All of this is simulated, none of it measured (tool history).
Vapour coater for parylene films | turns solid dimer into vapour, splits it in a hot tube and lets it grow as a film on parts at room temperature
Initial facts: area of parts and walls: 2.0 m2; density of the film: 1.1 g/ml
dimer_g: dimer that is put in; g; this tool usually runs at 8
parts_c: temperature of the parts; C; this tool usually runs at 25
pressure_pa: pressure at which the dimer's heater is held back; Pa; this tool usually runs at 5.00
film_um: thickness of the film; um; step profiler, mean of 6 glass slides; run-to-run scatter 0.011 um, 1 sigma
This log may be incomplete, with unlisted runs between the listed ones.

run    hour  dimer_g  parts_c  pressure_pa  film_um
  1     0.0        8       25         5.00     2.20
  2    18.3        8       25         5.00     2.23
  3    33.0        8       20         5.00     2.68
  4    54.1        8       25         5.00     2.22
  5    87.5        8       25         5.00     2.21
  6   109.7        8       25         5.00     2.21
  7   135.6        8       36         5.00     1.46
  8   169.4        8       25         5.00     2.21
  9   200.5        8       25         5.00     2.17
 10   229.1        8       25         5.00     2.18
 11   257.9        8       25         5.00     2.19
 12   278.5        8       25         5.00     2.15
 13   297.3        8       25         5.00     2.18
 14   316.8        8       25         5.00     2.17
 15   342.1        8       20         5.00     2.62
 16   359.6        8       20         5.00     2.62
 17   389.7        8       20         5.00     2.61
 18   407.0        8       20         5.00     2.62
 19   423.0        8       24         5.00     2.23
 20   440.4        8       24         5.00     2.24
 21   459.8        8       24         5.00     2.25
 22   480.8        8       24         5.00     2.24
 23   499.4        8       24         5.00     2.23
 24   519.2        8       20         5.00     2.60
 25   549.1        8       20         5.00     2.60
 26   577.5        8       20         5.00     2.60
 27   592.6        8       27         6.02     1.95
 28   615.4        7       24         4.51     1.94
 29   634.4        7       27         4.14     1.74
 30   653.4        8       20         3.48     2.63
 31   678.9       11       21         4.10     3.43
 32   702.5       11       21         4.10     3.45
 33   719.1       11       21         4.10     3.42
 34   739.1        6       27         2.85     1.50
 35   761.8        4       20         3.48     1.30
 36   785.2        4       31         2.39     0.87
 37   816.6       12       25         8.28     3.06
 38   836.5        5       24         3.70     1.38
 39   866.7        5       20         3.36     1.62
 40   894.4       13       20         5.02     4.10
 41   925.2        8       20         7.01     2.44
 42   950.8        8       25         7.68     2.03
 43   967.5        3       25         4.62     0.77
 44   994.6       11       25        10.32     2.72
 45  1010.2       14       25         3.11     3.76
 46  1029.5       10       24         2.51     2.81
 47  1056.2        4       34         5.00     0.72

Branching from run 47: 4 alternative next runs. What would each branch give?
  A  1074.3        4       34        10.21        ?
  B  1074.3        3       18        11.44        ?
  C  1074.3        9       22         4.00        ?
  D  1074.3        9       31         9.28        ?

run  film_um
  A     0.70
  B     0.95
  C     2.64
  D     1.78
Stripped of hidden state, with their random variation kept, the same runs would have yielded:
run  film_um
  A     0.76
  B     1.03
  C     2.84
  D     1.92

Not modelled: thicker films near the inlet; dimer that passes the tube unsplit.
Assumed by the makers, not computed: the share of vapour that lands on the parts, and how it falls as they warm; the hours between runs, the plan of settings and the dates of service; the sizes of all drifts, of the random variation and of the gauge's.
